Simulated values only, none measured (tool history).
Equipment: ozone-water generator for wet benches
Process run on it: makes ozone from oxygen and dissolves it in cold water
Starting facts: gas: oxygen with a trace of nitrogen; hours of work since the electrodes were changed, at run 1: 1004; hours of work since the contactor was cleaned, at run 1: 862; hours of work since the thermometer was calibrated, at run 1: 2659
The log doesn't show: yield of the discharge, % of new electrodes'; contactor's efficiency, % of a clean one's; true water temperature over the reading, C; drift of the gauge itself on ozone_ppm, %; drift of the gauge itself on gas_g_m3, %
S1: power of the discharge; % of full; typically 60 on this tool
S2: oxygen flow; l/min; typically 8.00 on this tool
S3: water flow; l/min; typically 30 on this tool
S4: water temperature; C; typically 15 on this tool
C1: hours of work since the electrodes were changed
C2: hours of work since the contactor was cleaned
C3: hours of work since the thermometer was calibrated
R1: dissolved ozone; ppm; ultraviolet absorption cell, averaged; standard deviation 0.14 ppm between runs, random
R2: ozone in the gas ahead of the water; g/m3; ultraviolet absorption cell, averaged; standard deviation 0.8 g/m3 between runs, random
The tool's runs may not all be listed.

run,hour,S1,S2,S3,S4,C1,C2,C3,R1,R2
1,0.0,60,8.00,30,15,1004,862,2659,15.0,120.1
2,52.8,60,8.00,30,15,1042,900,2697,14.8,119.5
3,107.1,60,8.00,30,15,1081,939,2736,14.7,118.0
4,172.9,91,8.00,30,15,1129,987,2784,20.2,166.6
5,214.7,60,6.32,30,15,1159,1017,2814,14.0,131.6
6,255.5,60,6.32,30,15,1189,1046,2844,14.2,130.4
7,313.9,60,6.32,27,15,1231,1089,2886,15.3,129.2
8,393.1,60,6.32,27,15,1288,1146,2943,15.3,129.4
9,465.1,60,6.32,27,15,1340,1198,2995,15.5,128.5
10,560.0,51,8.00,30,15,1409,1267,3064,12.7,102.5
11,629.1,51,7.08,30,15,1459,1316,3114,12.7,108.3
12,713.9,40,11.95,27,15,1520,1378,3175,12.0,73.6
13,758.6,60,8.66,42,15,1552,1410,3207,10.5,113.7
14,851.3,60,8.66,42,15,1619,1477,3274,10.4,113.7
# hour 855.7: water thermometer calibrated
15,908.0,60,7.97,30,13,1660,1518,38,14.9,117.6
# hour 989.1: water thermometer calibrated, once more
16,1002.7,93,7.63,41,15,1728,1586,10,14.7,164.2
17,1096.1,93,7.63,41,15,1795,1653,77,14.6,161.7
18,1158.4,48,5.56,21,8,1841,1698,122,16.4,113.2
19,1199.9,48,5.56,21,8,1870,1728,152,16.7,113.4

What if the next run were any one of these 3? Each begins from the tool's condition after run 19:
A,1268.7,64,5.51,21,8,1920,1778,202,?,?
B,1268.7,66,8.00,30,15,1920,1778,202,?,?
C,1268.7,48,10.12,21,8,1920,1778,202,?,?

run,R1,R2
A,20.4,141.3
B,15.2,123.6
C,18.2,89.0
Stripped of hidden state, with their random variation kept, the same runs would have yielded:
run,R1,R2
A,22.8,154.0
B,17.1,135.1
C,19.8,95.1
